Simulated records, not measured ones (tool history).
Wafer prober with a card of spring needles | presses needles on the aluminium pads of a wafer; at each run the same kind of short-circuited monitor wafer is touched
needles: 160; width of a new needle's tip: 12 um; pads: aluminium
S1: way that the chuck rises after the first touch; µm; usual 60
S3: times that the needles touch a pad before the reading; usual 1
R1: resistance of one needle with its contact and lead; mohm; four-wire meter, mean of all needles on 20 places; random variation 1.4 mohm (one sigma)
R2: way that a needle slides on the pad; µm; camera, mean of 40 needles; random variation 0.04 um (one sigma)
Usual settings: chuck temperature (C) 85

Run 1, hour 0: usual settings. Result: R1 120 mohm, R2 10.25 µm.
Run 2, hour 6.1: usual settings but chuck temperature (C) 80. Result: R1 128 mohm, R2 10.24 µm.
Run 3, hour 15.1: usual settings. Result: R1 138 mohm, R2 10.21 µm.
Run 4, hour 20.4: usual settings. Result: R1 143 mohm, R2 10.24 µm.
Run 5, hour 26.7: usual settings. Result: R1 148 mohm, R2 10.25 µm.
At hour 31.8: tips cleaned on abrasive film.
Run 6, hour 31.8: usual settings but S1 73 µm. Result: R1 123 mohm, R2 12.47 µm.
Run 7, hour 38.4: usual settings but S3 3. Result: R1 124 mohm, R2 10.25 µm.
Run 8, hour 47.1: usual settings but S1 61 µm, chuck temperature (C) 26. Result: R1 127 mohm, R2 10.38 µm.
Run 9, hour 51.6: usual settings but S1 71 µm, chuck temperature (C) 62. Result: R1 136 mohm, R2 12.17 µm.
Run 10, hour 57.5: usual settings but S1 64 µm, chuck temperature (C) 33. Result: R1 136 mohm, R2 10.95 µm.
At hour 64.7: tips cleaned on abrasive film.
Run 11, hour 64.7: usual settings but S1 64 µm, chuck temperature (C) 33. Result: R1 112 mohm, R2 10.86 µm.
Run 12, hour 69.6: usual settings but S1 64 µm, chuck temperature (C) 27, S3 3. Result: R1 114 mohm, R2 10.91 µm.

4 ways to go on from here, each from the tool as it stands after run 12. What would each give?
Run A, hour 78.1: usual settings but S1 43 µm, chuck temperature (C) 38, S3 2. Result: R1 ?, R2 ?.
Run B, hour 78.1: usual settings but S1 44 µm. Result: R1 ?, R2 ?.
Run C, hour 78.1: usual settings but S3 3. Result: R1 ?, R2 ?.
Run D, hour 78.1: usual settings but S1 64 µm, chuck temperature (C) 30, S3 2. Result: R1 ?, R2 ?.

run   R1     R2
  A  135    7.3
  B  151   7.41
  C  129  10.25
  D  122  10.84
Without the tool's hidden state the same runs would have given:
run   R1     R2
  A  117    7.5
  B  125    7.6
  C  123  10.44
  D  112  11.04
